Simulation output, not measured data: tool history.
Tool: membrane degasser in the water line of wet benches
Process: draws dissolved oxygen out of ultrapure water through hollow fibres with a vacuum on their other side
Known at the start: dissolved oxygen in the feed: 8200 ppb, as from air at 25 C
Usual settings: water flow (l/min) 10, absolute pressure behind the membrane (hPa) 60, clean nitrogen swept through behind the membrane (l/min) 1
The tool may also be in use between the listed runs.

| run | day | water flow (l/min) | absolute pressure behind the membrane (hPa) | clean nitrogen swept through behind the membrane (l/min) | dissolved oxygen in the water behind the degasser (ppb) | pressure that the water loses in the fibres (hPa) |
|---|---|---|---|---|---|---|
| 1 | 0 | 10 | 60 | 1 | 91.9 | 515.7 |
| 2 | 5.867 | 10 | 60 | 1 | 90.5 | 519.3 |
| 3 | 13.967 | 10 | 45 | 1 | 56.5 | 517.8 |
| 4 | 18.6 | 10 | 60 | 1 | 92.4 | 515.4 |
| 5 | 23.604 | 10 | 60 | 1 | 91.3 | 519.8 |
| 6 | 31.962 | 10 | 93.7 | 1 | 171.8 | 518.2 |
| 7 | 40.162 | 10 | 60 | 1 | 93.4 | 515.1 |
| 8 | 45.167 | 10 | 60 | 1 | 94.3 | 516.1 |
|  | 53.221 | seals of the vacuum lines changed |
| 9 | 55.467 | 10 | 60 | 1 | 93.4 | 519.3 |
| 10 | 59.75 | 10 | 60 | 1 | 93.1 | 522.3 |
| 11 | 68.758 | 15 | 60 | 1 | 162.7 | 782.9 |
| 12 | 75.267 | 10 | 60 | 1 | 94.3 | 520.2 |
| 13 | 84.275 | 10 | 60 | 2.25 | 56.2 | 520.9 |
| 14 | 94.421 | 10 | 60 | 2.25 | 57 | 522.5 |
| 15 | 102.05 | 10 | 60 | 2.25 | 56.9 | 524.5 |
| 16 | 106.312 | 10 | 60 | 2.25 | 57 | 522.6 |
| 17 | 112.733 | 12 | 137.4 | 0.42 | 656 | 626.9 |
|  | 113.65 | vacuum gauge calibrated |
| 18 | 118.204 | 12 | 103.2 | 2.55 | 123.3 | 629.2 |
| 19 | 128.629 | 8 | 140.8 | 1.18 | 192.9 | 418.2 |
| 20 | 138.029 | 11 | 60 | 0.46 | 191.6 | 577.7 |
| 21 | 144.383 | 11 | 60 | 0.46 | 196.3 | 576.4 |
| 22 | 152.158 | 8 | 125.7 | 0.63 | 293.7 | 422.5 |
| 23 | 159.504 | 12 | 41.3 | 1.72 | 61.3 | 633 |
| 24 | 165.025 | 12 | 41.3 | 1.72 | 62.5 | 638.1 |
|  | 169.412 | vacuum gauge calibrated, once more |
| 25 | 171.162 | 12 | 41.3 | 1.72 | 56.1 | 632.9 |
| 26 | 177.238 | 10 | 85.2 | 1 | 149.5 | 522.4 |
| 27 | 183.908 | 10 | 89.3 | 0.54 | 261.6 | 524.7 |
| 28 | 189.812 | 10 | 89.3 | 0.54 | 258.4 | 527 |
| 29 | 197.542 | 11 | 37.1 | 2.52 | 39.3 | 582.6 |
| 30 | 205.617 | 11 | 37.1 | 2.52 | 39.3 | 582.6 |
| 31 | 215.888 | 11 | 37.1 | 2.52 | 39.6 | 580.6 |

5 ways to go on from here, each from the tool as it stands after run 31. What would each give?
| A | 223.246 | 14 | 93.5 | 2.04 | ? | ? |
| B | 223.246 | 8 | 64.3 | 0.75 | ? | ? |
| C | 223.246 | 10 | 50.4 | 1 | ? | ? |
| D | 223.246 | 14 | 66.4 | 1.11 | ? | ? |
| E | 223.246 | 11 | 37.1 | 1.71 | ? | ? |

| run | dissolved oxygen in the water behind the degasser (ppb) | pressure that the water loses in the fibres (hPa) |
|---|---|---|
| A | 161.2 | 741.7 |
| B | 99.8 | 424.4 |
| C | 74 | 531.8 |
| D | 163.7 | 746.2 |
| E | 43.2 | 583.8 |
Without the tool's hidden state the same runs would have given:
| run | dissolved oxygen in the water behind the degasser (ppb) | pressure that the water loses in the fibres (hPa) |
|---|---|---|
| A | 147.6 | 712 |
| B | 92.2 | 407.6 |
| C | 65.2 | 510.6 |
| D | 148.8 | 716.6 |
| E | 34.7 | 560.5 |
